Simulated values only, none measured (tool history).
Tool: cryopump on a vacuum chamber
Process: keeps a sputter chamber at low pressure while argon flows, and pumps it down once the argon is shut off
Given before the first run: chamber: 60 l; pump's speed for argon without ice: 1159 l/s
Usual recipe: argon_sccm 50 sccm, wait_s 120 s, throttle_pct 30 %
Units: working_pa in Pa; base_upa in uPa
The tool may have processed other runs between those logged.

run	hour	argon_sccm	wait_s	throttle_pct	working_pa	base_upa
1	0	50	120	30	0.2445	1.31
2	25	50	120	30	0.2431	1.34
3	42.6	50	120	30	0.2446	1.35
# hour 79.5: leaking fittings of the chamber tightened, without venting
4	80	50	120	30	0.2471	0.59
5	114.8	50	120	30	0.2488	0.57
6	133.9	50	120	30	0.2467	0.56
7	174	50	120	30	0.2456	0.61
8	206.6	54	120	30	0.2701	0.64
9	227	54	120	30	0.2667	0.62
10	253	50	120	30	0.2498	0.6
11	290.1	50	120	30	0.2481	0.64
12	321.2	50	120	30	0.2494	0.64
13	360.5	68	52	18	0.5604	1.14
14	379.6	21	183	57	0.0567	0.52
15	414.3	98	218	38	0.3933	0.53
16	436.8	54	84	38	0.2181	0.78
17	470.6	56	150	43	0.2005	0.62
18	489.1	62	69	49	0.1981	0.95
19	519.8	62	69	49	0.1986	0.96

The next listed run, before its measurement:
20	548.6	44	99	49	?	?

Run 20 produced working_pa 0.1411 Pa, base_upa 0.81 uPa.
Were there no unlogged condition in the tool, this run, its random variation unchanged, would have produced working_pa 0.1309 Pa, base_upa 0.69 uPa.
